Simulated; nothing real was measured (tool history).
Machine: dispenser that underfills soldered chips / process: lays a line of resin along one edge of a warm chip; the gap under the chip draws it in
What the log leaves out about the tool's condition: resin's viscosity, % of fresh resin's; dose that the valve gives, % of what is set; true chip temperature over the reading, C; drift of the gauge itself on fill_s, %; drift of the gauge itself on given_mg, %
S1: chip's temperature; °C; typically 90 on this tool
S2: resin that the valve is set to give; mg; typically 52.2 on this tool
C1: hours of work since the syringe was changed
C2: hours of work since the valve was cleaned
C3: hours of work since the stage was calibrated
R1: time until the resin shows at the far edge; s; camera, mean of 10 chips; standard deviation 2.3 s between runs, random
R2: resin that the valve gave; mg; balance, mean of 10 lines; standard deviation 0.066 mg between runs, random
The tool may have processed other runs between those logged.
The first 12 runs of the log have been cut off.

run   hour   S1    S2  C1  C2   C3     R1     R2
      89.4  -- new syringe of resin
 13   92.5   90  58.9   2  17  382  294.3  58.43
 14   99.8   90  58.9   8  23  388  432.4  58.28
       105  -- new syringe of resin
 15  105.7   90  58.9   1  27  392  262.6   58.3
 16  116.2   90  58.9   9  36  401  461.6  58.06
     121.1  -- new syringe of resin
 17  124.2   90  58.9   2  42  407    305  57.96
 18  134.3   75  58.6  10  50  415  893.7  57.43
     137.1  -- new syringe of resin
     139.5  -- dispensing valve cleaned and set on the balance
 19  142.7   90  52.2   4   3  420  330.2  52.01
 20    149   90  52.2   9   7  425    471  52.03
     154.5  -- new syringe of resin
 21  159.7   90  52.2   4  16  433  337.5  51.86
     170.1  -- new syringe of resin
 22  170.9   90  52.2   1  24  442  277.9  51.67
 23  180.9   90  67.5   8  32  450  463.1  66.86
     186.2  -- new syringe of resin
 24  190.8   94  52.1   4  39  457    293  51.35
 25  199.1   98  66.4  10  46  464  378.5   65.2
     202.1  -- new syringe of resin
       209  -- dispensing valve cleaned and set on the balance
 26  209.3   98  66.4   5   0  471  268.9  66.37
 27  217.6   98  66.4  11   7  477  416.1   66.2
     218.9  -- new syringe of resin
 28  228.1  101  62.7   7  15  485  290.6  62.32
     234.5  -- new syringe of resin
 29  235.3  101  62.1   1  20  491  187.2  61.62
 30  244.9  101  49.2   8  28  498  315.5   48.7
     250.2  -- new syringe of resin
 31  256.5  101  49.2   5  36  507  255.4   48.5
 32  263.5  101  49.2  10  42  512  373.2  48.45
       266  -- new syringe of resin
 33  272.4   88  65.1   5  49  519  393.7  63.94
     278.6  -- dispensing valve cleaned and set on the balance
 34  281.1   97  57.9  11   2  525  430.5  57.85

Branching from run 34: 3 alternative next runs. What would each branch give?
     282.9  -- new syringe of resin
  A  286.9  97  50.7   3   6  529   ?   ?
     282.9  -- new syringe of resin
  B  286.9  86    53   3   6  529   ?   ?
     282.9  -- new syringe of resin
  C  286.9  85  52.7   3   6  529   ?   ?

run     R1     R2
  A  256.8  50.56
  B  373.1  52.81
  C  395.4  52.41
With no hidden state in the tool, these same runs would have given:
run     R1     R2
  A  181.7  50.73
  B  261.7  52.98
  C  277.1  52.58
